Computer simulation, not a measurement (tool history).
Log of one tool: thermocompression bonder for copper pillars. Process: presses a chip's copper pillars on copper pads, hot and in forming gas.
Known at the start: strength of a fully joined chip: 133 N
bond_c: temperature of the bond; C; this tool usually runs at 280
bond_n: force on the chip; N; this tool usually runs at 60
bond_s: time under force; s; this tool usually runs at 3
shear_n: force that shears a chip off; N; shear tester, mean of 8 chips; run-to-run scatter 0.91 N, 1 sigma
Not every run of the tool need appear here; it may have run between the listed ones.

run	hour	bond_c	bond_n	bond_s	shear_n
1	0.0	280	60	3	69.0
2	57.6	280	60	3	69.8
3	133.7	280	60	3	66.6
4	179.4	280	60	3	67.1
5	242.3	280	60	3	65.0
# hour 295.0: forming gas filter changed
6	317.1	280	60	3	71.2
# hour 341.0: heater calibrated with a thermocouple chip
7	401.5	280	60	3	77.4
8	447.7	280	60	3	74.4
9	502.9	280	60	3	73.4
10	550.8	280	60	3	73.3
11	605.9	296	60	3	82.7
12	656.6	280	42	3	51.7
# hour 683.8: forming gas filter changed
13	709.4	280	42	3	58.1
# hour 770.1: force cell calibrated
14	772.4	280	42	3	56.7
15	846.0	280	42	3	56.3
16	900.2	271	42	3	47.7
17	960.0	271	42	3	47.4
# hour 1025.7: force cell calibrated, once more
18	1042.4	271	42	3	42.9
# hour 1070.6: forming gas filter changed
19	1121.0	271	42	3	44.9
20	1164.8	271	42	2	38.1
21	1208.8	275	42	4	52.8
22	1242.0	289	60	3	76.8
23	1323.7	270	39	9	58.2
24	1391.1	270	39	9	59.8
# hour 1455.6: forming gas filter changed
25	1461.9	270	39	7	58.8
26	1543.9	280	60	6	84.9
27	1613.3	280	60	6	85.2
28	1668.9	280	60	6	82.1
29	1751.0	255	46	2	29.5
30	1823.5	255	76	2	46.6
# hour 1838.1: forming gas filter changed
31	1888.1	255	76	2	51.3
32	1927.6	257	76	3	60.7
33	1969.7	288	59	3	72.3
34	2005.3	288	59	3	72.7
35	2049.2	253	77	3	54.8
36	2126.6	284	40	3	46.9
37	2176.7	266	49	9	65.1
# hour 2221.8: forming gas filter changed
38	2247.3	252	52	4	44.4

Here are 5 independent what-if runs from the current tool condition. What would each one return?
A	2283.1	280	63	7	?
B	2283.1	251	67	2	?
C	2283.1	252	70	4	?
D	2283.1	280	60	5	?
E	2283.1	294	47	2	?

run	shear_n
A	90.8
B	41.2
C	57.5
D	79.9
E	57.3
Stripped of hidden state, with their random variation kept, the same runs would have yielded:
run	shear_n
A	99.3
B	48.1
C	66.0
D	88.5
E	64.4

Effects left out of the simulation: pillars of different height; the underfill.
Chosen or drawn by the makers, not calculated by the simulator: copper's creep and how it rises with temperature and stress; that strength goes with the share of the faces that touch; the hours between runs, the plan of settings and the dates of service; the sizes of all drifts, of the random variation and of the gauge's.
